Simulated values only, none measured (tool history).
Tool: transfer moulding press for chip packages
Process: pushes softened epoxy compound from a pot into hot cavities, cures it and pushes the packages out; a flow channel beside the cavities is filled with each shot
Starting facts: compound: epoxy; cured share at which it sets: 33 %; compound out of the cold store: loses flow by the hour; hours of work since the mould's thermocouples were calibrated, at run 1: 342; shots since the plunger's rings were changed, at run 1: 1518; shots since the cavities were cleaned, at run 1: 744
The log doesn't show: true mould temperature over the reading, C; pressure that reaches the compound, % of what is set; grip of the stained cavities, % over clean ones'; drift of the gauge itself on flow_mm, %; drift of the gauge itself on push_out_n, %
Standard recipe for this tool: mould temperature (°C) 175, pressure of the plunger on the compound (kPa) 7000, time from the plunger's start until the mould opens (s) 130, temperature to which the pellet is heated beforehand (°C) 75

| run | hour | mould temperature (°C) | pressure of the plunger on the compound (kPa) | time from the plunger's start until the mould opens (s) | temperature to which the pellet is heated beforehand (°C) | hours of work since the mould's thermocouples were calibrated | shots since the plunger's rings were changed | shots since the cavities were cleaned | incoming compound's hours out of the cold store | length that the compound runs in the flow channel (mm) | greatest force on the pins that push the packages out (N) |
|---|---|---|---|---|---|---|---|---|---|---|---|
| 1 | 0 | 175 | 7000 | 130 | 75 | 342 | 1518 | 744 | 35.3 | 572 | 360 |
|  | 7.8 | cavities cleaned with cleaning compound and waxed |
| 2 | 51.6 | 175 | 7000 | 130 | 75 | 370 | 1900 | 334 | 19.4 | 635 | 305 |
| 3 | 90.8 | 175 | 7000 | 130 | 75 | 392 | 2199 | 633 | 24 | 612 | 346 |
|  | 113.8 | cavities cleaned with cleaning compound and waxed |
| 4 | 132.5 | 175 | 7000 | 130 | 75 | 415 | 2506 | 143 | 36.2 | 562 | 237 |
|  | 152.1 | plunger's sealing rings changed |
| 5 | 193.2 | 175 | 7000 | 130 | 75 | 448 | 314 | 587 | 8.8 | 692 | 357 |
|  | 220.6 | cavities cleaned with cleaning compound and waxed |
| 6 | 238 | 175 | 7000 | 130 | 68 | 473 | 645 | 134 | 19.3 | 642 | 249 |
| 7 | 287.1 | 175 | 7000 | 130 | 68 | 500 | 1019 | 508 | 16.8 | 651 | 343 |
| 8 | 315 | 175 | 7000 | 118 | 68 | 516 | 1232 | 721 | 47.6 | 528 | 392 |
|  | 323.6 | cavities cleaned with cleaning compound and waxed |
| 9 | 374.1 | 175 | 7000 | 130 | 75 | 549 | 1671 | 385 | 11.9 | 669 | 320 |
| 10 | 406 | 175 | 7000 | 130 | 75 | 567 | 1915 | 629 | 10.8 | 674 | 364 |
|  | 426.5 | cavities cleaned with cleaning compound and waxed |
| 11 | 465.7 | 175 | 7000 | 130 | 75 | 600 | 2359 | 299 | 37.6 | 559 | 275 |
| 12 | 495.7 | 175 | 7000 | 130 | 75 | 617 | 2588 | 528 | 30.5 | 583 | 332 |
|  | 504.6 | plunger's sealing rings changed |
|  | 534 | cavities cleaned with cleaning compound and waxed |
| 13 | 547.8 | 175 | 7000 | 130 | 75 | 644 | 319 | 105 | 44.8 | 543 | 239 |
| 14 | 592.6 | 177 | 7000 | 169 | 75 | 669 | 661 | 447 | 37.2 | 565 | 273 |
| 15 | 626 | 177 | 8760 | 163 | 69 | 688 | 915 | 701 | 47.1 | 591 | 312 |
|  | 637 | cavities cleaned with cleaning compound and waxed |
| 16 | 673.5 | 177 | 8760 | 163 | 69 | 714 | 1267 | 279 | 34.1 | 640 | 229 |
| 17 | 710.8 | 177 | 8760 | 163 | 69 | 735 | 1551 | 563 | 32.3 | 646 | 291 |
|  | 740.6 | cavities cleaned with cleaning compound and waxed |
| 18 | 770 | 177 | 8760 | 163 | 69 | 768 | 1991 | 224 | 15 | 722 | 225 |
|  | 796.8 | mould's thermocouples calibrated |
| 19 | 820.5 | 176 | 5920 | 130 | 75 | 13 | 2361 | 594 | 41.3 | 499 | 338 |
|  | 846.7 | cavities cleaned with cleaning compound and waxed |
|  | 860.7 | plunger's sealing rings changed |
| 20 | 873.4 | 170 | 6630 | 117 | 76 | 41 | 97 | 185 | 25.3 | 622 | 454 |
| 21 | 931.8 | 177 | 6630 | 125 | 73 | 74 | 542 | 630 | 13.3 | 648 | 346 |
|  | 953.1 | cavities cleaned with cleaning compound and waxed |
| 22 | 989.1 | 177 | 6630 | 137 | 81 | 106 | 968 | 275 | 43.2 | 526 | 245 |
| 23 | 1026.7 | 175 | 8430 | 139 | 75 | 127 | 1255 | 562 | 33.5 | 638 | 323 |
| 24 | 1051.2 | 178 | 5240 | 162 | 84 | 141 | 1442 | 749 | 41.8 | 468 | 317 |
|  | 1058 | cavities cleaned with cleaning compound and waxed |
| 25 | 1094.7 | 179 | 7510 | 136 | 69 | 165 | 1763 | 280 | 16.3 | 661 | 240 |
| 26 | 1153.9 | 179 | 7510 | 130 | 69 | 198 | 2214 | 731 | 35.9 | 576 | 332 |

For each entry between runs, how does the tool's hidden state at the last listed run before it compare with that at the first listed run after it?
Runs 1 to 2: cavities cleaned with cleaning compound and waxed (hour 7.8)
  true mould temperature over the reading, C: -0.04 -> -0.08; pressure that reaches the compound, % of what is set: 96.44 -> 95.67; grip of the stained cavities, % over clean ones': 88.3 -> 54.5
  measured less the result without the state, length that the compound runs in the flow channel (mm): -10 -> -14; greatest force on the pins that push the packages out (N): +172 -> +109
Runs 3 to 4: cavities cleaned with cleaning compound and waxed (hour 113.8)
  true mould temperature over the reading, C: -0.11 -> -0.14; pressure that reaches the compound, % of what is set: 95.08 -> 94.45; grip of the stained cavities, % over clean ones': 81.7 -> 28.9
  measured less the result without the state, length that the compound runs in the flow channel (mm): -15 -> -16; greatest force on the pins that push the packages out (N): +156 -> +55
Runs 4 to 5: plunger's sealing rings changed (hour 152.1)
  true mould temperature over the reading, C: -0.14 -> -0.19; pressure that reaches the compound, % of what is set: 94.45 -> 98.92; grip of the stained cavities, % over clean ones': 28.9 -> 80
  measured less the result without the state, length that the compound runs in the flow channel (mm): -16 -> -3; greatest force on the pins that push the packages out (N): +55 -> +161
Runs 5 to 6: cavities cleaned with cleaning compound and waxed (hour 220.6)
  true mould temperature over the reading, C: -0.19 -> -0.22; pressure that reaches the compound, % of what is set: 98.92 -> 98.22; grip of the stained cavities, % over clean ones': 80 -> 25.1
  measured less the result without the state, length that the compound runs in the flow channel (mm): -3 -> -5; greatest force on the pins that push the packages out (N): +161 -> +53
Runs 8 to 9: cavities cleaned with cleaning compound and waxed (hour 323.6)
  true mould temperature over the reading, C: -0.28 -> -0.32; pressure that reaches the compound, % of what is set: 96.96 -> 96.01; grip of the stained cavities, % over clean ones': 89.2 -> 59.9
  measured less the result without the state, length that the compound runs in the flow channel (mm): -7 -> -13; greatest force on the pins that push the packages out (N): +187 -> +124
Runs 10 to 11: cavities cleaned with cleaning compound and waxed (hour 426.5)
  true mould temperature over the reading, C: -0.34 -> -0.39; pressure that reaches the compound, % of what is set: 95.49 -> 94.47; grip of the stained cavities, % over clean ones': 82.6 -> 49.6
  measured less the result without the state, length that the compound runs in the flow channel (mm): -14 -> -15; greatest force on the pins that push the packages out (N): +163 -> +95
Runs 12 to 13: plunger's sealing rings changed (hour 504.6); cavities cleaned with cleaning compound and waxed (hour 534)
  true mould temperature over the reading, C: -0.41 -> -0.45; pressure that reaches the compound, % of what is set: 93.99 -> 98.64; grip of the stained cavities, % over clean ones': 73.1 -> 23.7
  measured less the result without the state, length that the compound runs in the flow channel (mm): -17 -> -3; greatest force on the pins that push the packages out (N): +144 -> +48
Runs 15 to 16: cavities cleaned with cleaning compound and waxed (hour 637)
  true mould temperature over the reading, C: -0.51 -> -0.54; pressure that reaches the compound, % of what is set: 97.44 -> 96.72; grip of the stained cavities, % over clean ones': 89.8 -> 46.3
  measured less the result without the state, length that the compound runs in the flow channel (mm): -7 -> -9; greatest force on the pins that push the packages out (N): +148 -> +75
Runs 17 to 18: cavities cleaned with cleaning compound and waxed (hour 740.6)
  true mould temperature over the reading, C: -0.57 -> -0.61; pressure that reaches the compound, % of what is set: 96.13 -> 95.26; grip of the stained cavities, % over clean ones': 77.6 -> 35.7
  measured less the result without the state, length that the compound runs in the flow channel (mm): -11 -> -15; greatest force on the pins that push the packages out (N): +128 -> +60
Runs 18 to 19: mould's thermocouples calibrated (hour 796.8)
  true mould temperature over the reading, C: -0.61 -> -0.3; pressure that reaches the compound, % of what is set: 95.26 -> 94.5; grip of the stained cavities, % over clean ones': 35.7 -> 78.6
  measured less the result without the state, length that the compound runs in the flow channel (mm): -15 -> -13; greatest force on the pins that push the packages out (N): +60 -> +152
Runs 19 to 20: cavities cleaned with cleaning compound and waxed (hour 846.7); plunger's sealing rings changed (hour 860.7)
  true mould temperature over the reading, C: -0.3 -> -0.34; pressure that reaches the compound, % of what is set: 94.5 -> 99.71; grip of the stained cavities, % over clean ones': 78.6 -> 34.6
  measured less the result without the state, length that the compound runs in the flow channel (mm): -13 -> +1; greatest force on the pins that push the packages out (N): +152 -> +126
Runs 21 to 22: cavities cleaned with cleaning compound and waxed (hour 953.1)
  true mould temperature over the reading, C: -0.38 -> -0.43; pressure that reaches the compound, % of what is set: 98.79 -> 97.95; grip of the stained cavities, % over clean ones': 83.4 -> 47.5
  measured less the result without the state, length that the compound runs in the flow channel (mm): -3 -> -4; greatest force on the pins that push the packages out (N): +164 -> +81
Runs 24 to 25: cavities cleaned with cleaning compound and waxed (hour 1058)
  true mould temperature over the reading, C: -0.47 -> -0.5; pressure that reaches the compound, % of what is set: 96.9 -> 96.23; grip of the stained cavities, % over clean ones': 92.2 -> 48.1
  measured less the result without the state, length that the compound runs in the flow channel (mm): -7 -> -11; greatest force on the pins that push the packages out (N): +149 -> +82

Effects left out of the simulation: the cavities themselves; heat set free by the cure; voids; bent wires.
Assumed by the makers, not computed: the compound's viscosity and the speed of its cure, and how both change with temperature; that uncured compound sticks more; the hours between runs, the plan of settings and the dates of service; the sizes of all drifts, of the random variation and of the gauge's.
